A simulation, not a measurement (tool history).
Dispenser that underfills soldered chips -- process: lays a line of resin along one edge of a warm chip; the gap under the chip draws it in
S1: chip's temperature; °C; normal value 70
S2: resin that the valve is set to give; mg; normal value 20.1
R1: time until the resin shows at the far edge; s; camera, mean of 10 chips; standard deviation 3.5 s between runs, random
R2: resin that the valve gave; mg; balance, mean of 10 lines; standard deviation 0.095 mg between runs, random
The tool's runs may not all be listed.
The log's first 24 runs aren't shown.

| run | day | S1 | S2 | R1 | R2 |
|---|---|---|---|---|---|
| 25 | 5.329 | 71 | 24.1 | 472.9 | 23.45 |
| 26 | 5.479 | 60 | 24.1 | 958.8 | 23.06 |
|  | 5.625 | new syringe of resin |
|  | 5.704 | dispensing valve cleaned and set on the balance |
| 27 | 5.733 | 68 | 24.1 | 385.1 | 23.90 |
| 28 | 5.883 | 71 | 22.5 | 416.4 | 22.60 |
| 29 | 6.171 | 77 | 19.5 | 488.9 | 19.39 |
|  | 6.275 | new syringe of resin |
| 30 | 6.438 | 77 | 19.5 | 308.7 | 19.47 |
| 31 | 6.579 | 82 | 18.8 | 303.3 | 18.48 |
| 32 | 6.812 | 82 | 18.8 | 423.5 | 18.72 |

The next listed run, before its measurement:
|  | 6.896 | new syringe of resin |
| 33 | 7.012 | 82 | 18.8 | ? | ? |

R1: 236.7 s
R2: 18.52 mg
If the tool had no hidden condition, the same run with the same run-to-run variation would have returned R1 215.0 s, R2 18.74 mg.
